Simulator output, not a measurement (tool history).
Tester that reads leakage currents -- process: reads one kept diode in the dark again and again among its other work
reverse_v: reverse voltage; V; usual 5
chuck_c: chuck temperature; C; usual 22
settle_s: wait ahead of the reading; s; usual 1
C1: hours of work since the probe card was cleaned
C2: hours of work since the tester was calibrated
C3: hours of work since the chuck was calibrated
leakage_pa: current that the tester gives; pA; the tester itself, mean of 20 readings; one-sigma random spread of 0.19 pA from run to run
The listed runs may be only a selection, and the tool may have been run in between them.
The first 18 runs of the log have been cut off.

run 19 hour=1012.7 | reverse_v=5 chuck_c=22 settle_s=6.4 | C1=2520 C2=2365 C3=472 | leakage_pa=59.97
run 20 hour=1090.4 | reverse_v=5 chuck_c=22 settle_s=1.39 | C1=2575 C2=2419 C3=526 | leakage_pa=61.46
run 21 hour=1166.6 | reverse_v=7.48 chuck_c=22 settle_s=6.66 | C1=2628 C2=2473 C3=580 | leakage_pa=70.38
run 22 hour=1207.3 | reverse_v=1.54 chuck_c=45 settle_s=6.66 | C1=2657 C2=2501 C3=608 | leakage_pa=253.39
run 23 hour=1241.7 | reverse_v=2.84 chuck_c=39 settle_s=1 | C1=2681 C2=2525 C3=632 | leakage_pa=201.46
-- hour=1261.8 chuck's temperature calibrated
run 24 hour=1308 | reverse_v=5 chuck_c=33 settle_s=2.64 | C1=2726 C2=2571 C3=32 | leakage_pa=154.3
run 25 hour=1346.4 | reverse_v=5 chuck_c=33 settle_s=2.64 | C1=2753 C2=2597 C3=59 | leakage_pa=153.77
run 26 hour=1397.6 | reverse_v=10.71 chuck_c=58 settle_s=1 | C1=2789 C2=2633 C3=95 | leakage_pa=1394.22
run 27 hour=1441.1 | reverse_v=10.71 chuck_c=58 settle_s=1 | C1=2819 C2=2664 C3=126 | leakage_pa=1396.26
run 28 hour=1477.3 | reverse_v=13.24 chuck_c=29 settle_s=1.5 | C1=2845 C2=2689 C3=151 | leakage_pa=163.78
run 29 hour=1518.1 | reverse_v=2.49 chuck_c=23 settle_s=0.78 | C1=2873 C2=2718 C3=180 | leakage_pa=51.32
run 30 hour=1584.6 | reverse_v=2.49 chuck_c=23 settle_s=0.78 | C1=2920 C2=2764 C3=226 | leakage_pa=51.57
run 31 hour=1622.7 | reverse_v=2.87 chuck_c=29 settle_s=0.31 | C1=2946 C2=2791 C3=253 | leakage_pa=92.34
run 32 hour=1705.1 | reverse_v=2.87 chuck_c=29 settle_s=0.31 | C1=3004 C2=2849 C3=311 | leakage_pa=92.44
run 33 hour=1765.8 | reverse_v=5.38 chuck_c=49 settle_s=2.41 | C1=3047 C2=2891 C3=353 | leakage_pa=556.3
run 34 hour=1820.2 | reverse_v=4.87 chuck_c=34 settle_s=8.34 | C1=3085 C2=2929 C3=391 | leakage_pa=165.12
run 35 hour=1853.8 | reverse_v=4.87 chuck_c=34 settle_s=8.34 | C1=3108 C2=2953 C3=415 | leakage_pa=164.86
run 36 hour=1920.2 | reverse_v=4.87 chuck_c=34 settle_s=3.9 | C1=3155 C2=2999 C3=461 | leakage_pa=166.24
run 37 hour=1960.8 | reverse_v=4.87 chuck_c=34 settle_s=3.9 | C1=3183 C2=3028 C3=490 | leakage_pa=164.87
-- hour=2045 probe card cleaned and baked
run 38 hour=2045 | reverse_v=4.87 chuck_c=34 settle_s=3.9 | C1=0 C2=3085 C3=547 | leakage_pa=165.61
run 39 hour=2096.3 | reverse_v=4.87 chuck_c=34 settle_s=3.9 | C1=36 C2=3121 C3=583 | leakage_pa=165.79
run 40 hour=2155.3 | reverse_v=4.87 chuck_c=37 settle_s=3.9 | C1=77 C2=3162 C3=624 | leakage_pa=211.18

Alternative continuations, all from the tool just after run 40; predict every row:
-- hour=2183.1 chuck's temperature calibrated
run A hour=2236.7 | reverse_v=4.63 chuck_c=43 settle_s=0.45 | C1=133 C2=3218 C3=38 | leakage_pa=?
-- hour=2183.1 chuck's temperature calibrated
run B hour=2236.7 | reverse_v=5 chuck_c=34 settle_s=1 | C1=133 C2=3218 C3=38 | leakage_pa=?
-- hour=2183.1 chuck's temperature calibrated
run C hour=2236.7 | reverse_v=2.11 chuck_c=25 settle_s=8.78 | C1=133 C2=3218 C3=38 | leakage_pa=?

run=A leakage_pa=337.49
run=B leakage_pa=169.34
run=C leakage_pa=55.95
Had the tool no hidden state, the same runs would have come out as:
run=A leakage_pa=337.67
run=B leakage_pa=169.43
run=C leakage_pa=55.98
